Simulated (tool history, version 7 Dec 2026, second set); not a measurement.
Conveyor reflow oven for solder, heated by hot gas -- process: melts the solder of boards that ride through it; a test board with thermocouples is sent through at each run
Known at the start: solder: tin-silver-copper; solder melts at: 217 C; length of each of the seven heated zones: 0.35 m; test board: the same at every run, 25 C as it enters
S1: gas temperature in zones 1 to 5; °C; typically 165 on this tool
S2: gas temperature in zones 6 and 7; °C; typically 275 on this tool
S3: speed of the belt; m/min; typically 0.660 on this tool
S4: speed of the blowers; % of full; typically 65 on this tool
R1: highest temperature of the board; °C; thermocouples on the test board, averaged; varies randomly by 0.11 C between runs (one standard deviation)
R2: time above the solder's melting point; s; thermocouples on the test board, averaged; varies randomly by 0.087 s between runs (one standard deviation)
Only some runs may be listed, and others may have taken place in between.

{"run": 1, "hour": 0.0, "S1": 165, "S2": 275, "S3": 0.66, "S4": 65, "R1": 257.7, "R2": 48.13}
{"run": 2, "hour": 60.2, "S1": 165, "S2": 275, "S3": 0.66, "S4": 65, "R1": 257.7, "R2": 47.91}
{"hour": 105.1, "done": "flux residue cleaned out of gas plates and filters"}
{"hour": 122.2, "done": "thermocouples of zones 6 and 7 changed"}
{"run": 3, "hour": 122.2, "S1": 165, "S2": 275, "S3": 0.66, "S4": 65, "R1": 257.4, "R2": 48.29}
{"run": 4, "hour": 174.7, "S1": 165, "S2": 275, "S3": 0.66, "S4": 65, "R1": 257.3, "R2": 48.3}
{"run": 5, "hour": 268.7, "S1": 165, "S2": 275, "S3": 0.66, "S4": 65, "R1": 257.3, "R2": 48.37}
{"run": 6, "hour": 367.5, "S1": 165, "S2": 275, "S3": 0.66, "S4": 65, "R1": 257.1, "R2": 48.17}
{"run": 7, "hour": 441.3, "S1": 165, "S2": 280, "S3": 0.66, "S4": 65, "R1": 261.4, "R2": 50.37}
{"run": 8, "hour": 540.1, "S1": 167, "S2": 280, "S3": 0.66, "S4": 65, "R1": 261.8, "R2": 50.92}
{"hour": 552.3, "done": "belt drive overhauled, speed set with a stopwatch"}
{"run": 9, "hour": 597.6, "S1": 167, "S2": 280, "S3": 0.66, "S4": 65, "R1": 261.7, "R2": 51.05}
{"run": 10, "hour": 691.5, "S1": 167, "S2": 280, "S3": 0.66, "S4": 65, "R1": 261.4, "R2": 50.94}
{"hour": 719.7, "done": "flux residue cleaned out of gas plates and filters"}
{"run": 11, "hour": 765.0, "S1": 165, "S2": 275, "S3": 0.66, "S4": 65, "R1": 258.1, "R2": 48.89}
{"run": 12, "hour": 817.7, "S1": 165, "S2": 275, "S3": 0.66, "S4": 65, "R1": 258.1, "R2": 48.9}
{"run": 13, "hour": 886.3, "S1": 165, "S2": 275, "S3": 0.66, "S4": 65, "R1": 258.0, "R2": 49.0}
{"run": 14, "hour": 950.3, "S1": 165, "S2": 275, "S3": 0.66, "S4": 65, "R1": 258.2, "R2": 48.83}
{"run": 15, "hour": 995.6, "S1": 165, "S2": 275, "S3": 0.665, "S4": 65, "R1": 257.7, "R2": 48.16}
{"hour": 1095.6, "done": "belt drive overhauled, speed set with a stopwatch, once more"}
{"run": 16, "hour": 1095.9, "S1": 180, "S2": 275, "S3": 0.73, "S4": 51, "R1": 250.6, "R2": 41.92}
{"run": 17, "hour": 1183.0, "S1": 165, "S2": 281, "S3": 0.741, "S4": 65, "R1": 257.6, "R2": 41.95}
{"run": 18, "hour": 1278.1, "S1": 165, "S2": 281, "S3": 0.741, "S4": 65, "R1": 257.4, "R2": 41.91}
{"hour": 1331.7, "done": "flux residue cleaned out of gas plates and filters"}
{"run": 19, "hour": 1366.2, "S1": 165, "S2": 281, "S3": 0.741, "S4": 65, "R1": 259.7, "R2": 43.28}
{"run": 20, "hour": 1464.2, "S1": 165, "S2": 281, "S3": 0.741, "S4": 65, "R1": 259.5, "R2": 43.02}
{"run": 21, "hour": 1557.4, "S1": 165, "S2": 281, "S3": 0.741, "S4": 65, "R1": 259.4, "R2": 42.97}
{"hour": 1625.2, "done": "thermocouples of zones 6 and 7 changed"}
{"run": 22, "hour": 1633.0, "S1": 165, "S2": 277, "S3": 0.629, "S4": 65, "R1": 260.0, "R2": 52.12}
{"run": 23, "hour": 1692.7, "S1": 150, "S2": 289, "S3": 0.629, "S4": 65, "R1": 268.4, "R2": 52.37}
{"run": 24, "hour": 1741.7, "S1": 177, "S2": 287, "S3": 0.558, "S4": 70, "R1": 275.6, "R2": 70.25}
{"run": 25, "hour": 1788.3, "S1": 177, "S2": 287, "S3": 0.558, "S4": 70, "R1": 275.8, "R2": 70.18}

Run 26 is up next; what results do you expect?
{"run": 26, "hour": 1867.4, "S1": 166, "S2": 275, "S3": 0.66, "S4": 65, "R1": "?", "R2": "?"}

R1: 256.3 °C
R2: 47.62 s
Without the tool's hidden state the same run would have given R1 257.5 °C, R2 48.23 s.

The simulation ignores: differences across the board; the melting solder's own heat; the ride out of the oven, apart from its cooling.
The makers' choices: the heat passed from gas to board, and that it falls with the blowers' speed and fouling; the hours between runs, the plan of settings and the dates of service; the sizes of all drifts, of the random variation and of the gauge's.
